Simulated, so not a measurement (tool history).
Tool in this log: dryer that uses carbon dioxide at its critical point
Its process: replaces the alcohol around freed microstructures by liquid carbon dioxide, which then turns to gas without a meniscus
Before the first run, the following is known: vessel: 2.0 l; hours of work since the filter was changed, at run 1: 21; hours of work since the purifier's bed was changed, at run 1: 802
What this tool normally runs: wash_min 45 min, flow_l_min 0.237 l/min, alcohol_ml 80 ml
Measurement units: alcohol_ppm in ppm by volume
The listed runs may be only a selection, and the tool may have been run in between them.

run    hour  wash_min  flow_l_min  alcohol_ml  hours of work since the filter was changed  hours of work since the purifier's bed was changed  alcohol_ppm
  1     0.0        45       0.237          80                                          21                                                 802          387
  2    49.1        45       0.237          80                                          44                                                 825          427
  3    83.5        45       0.237          80                                          61                                                 842          461
  4   132.7        45       0.237          80                                          84                                                 865          492
  5   164.1        45       0.237          80                                          99                                                 880          518
  6   199.8        28       0.237          80                                         116                                                 896         2568
  7   240.0        28       0.237          80                                         134                                                 915         2705
  8   265.6        28       0.237          80                                         147                                                 928         2704
      277.4  -- inlet filter changed
  9   288.8        28       0.237          80                                           5                                                 938         2109
 10   327.5        28       0.237          80                                          24                                                 956         2202
 11   368.4        28       0.237          80                                          43                                                 976         2291
 12   407.3        28       0.237          80                                          61                                                 994         2314
 13   438.8        45       0.237          42                                          76                                                1009          306
 14   469.3        45       0.401          80                                          91                                                1023           97
 15   503.1        45       0.401          80                                         107                                                1039          109
 16   525.8        45       0.159          80                                         117                                                1050         2154
 17   562.4        36       0.237          80                                         135                                                1067         1361
 18   593.4        37       0.237          80                                         149                                                1082         1263
      601.1  -- inlet filter changed
 19   632.5        37       0.237          80                                          15                                                1100          840
 20   655.0        37       0.237          80                                          25                                                1110          878
 21   686.6        37       0.237          80                                          40                                                1125          945
 22   715.9        37       0.237          80                                          54                                                1139          971
 23   736.0        37       0.237          67                                          64                                                1149          849
      742.0  -- purifier's bed changed
 24   766.6        37       0.237          67                                          77                                                  12          777
 25   796.5        34       0.237         119                                          91                                                  26         1944
 26   825.0        31       0.331         119                                         104                                                  39          767
 27   873.7        45       0.205          80                                         127                                                  62          912
 28   900.9        45       0.155          48                                         140                                                  75         1371
      925.0  -- inlet filter changed
 29   928.8        27       0.190          80                                           2                                                  88         3885
 30   948.7        27       0.190          32                                          11                                                  97         1616
 31   968.6        65       0.153          48                                          21                                                 107          297
 32   998.4        58       0.169         111                                          35                                                 121          743
 33  1029.7        58       0.169         111                                          49                                                 135          771
 34  1055.4        58       0.207         111                                          62                                                 148          325
 35  1077.2        51       0.343          33                                          72                                                 158           33
 36  1106.3        51       0.247          34                                          86                                                 172          103
 37  1127.1        54       0.388          25                                          95                                                 181           20
 38  1173.6        45       0.265          80                                         117                                                 203          301
 39  1211.0        60       0.401          42                                         135                                                 221           26
 40  1232.8        36       0.355          69                                         145                                                 231          207
     1248.7  -- inlet filter changed
 41  1258.3        36       0.355          69                                           5                                                 243          124
 42  1290.0        36       0.355          69                                          20                                                 258          134
 43  1327.5        45       0.264          80                                          37                                                 276          238
 44  1350.4        45       0.195          80                                          48                                                 286          872
 45  1387.5        34       0.318          80                                          66                                                 304          399
 46  1427.2        51       0.265          80                                          84                                                 323          168

Each row is a separate what-if for the run after 46, all from the same tool condition, not one after another. Results?
  A  1460.9        62       0.343          24                                         100                                                 339            ?
  B  1460.9        36       0.236          63                                         100                                                 339            ?
  C  1460.9        31       0.189          80                                         100                                                 339            ?

run  alcohol_ppm
  A           40
  B          912
  C         3400
Without the tool's unlogged condition, the same runs would have read:
run  alcohol_ppm
  A            8
  B          640
  C         2701
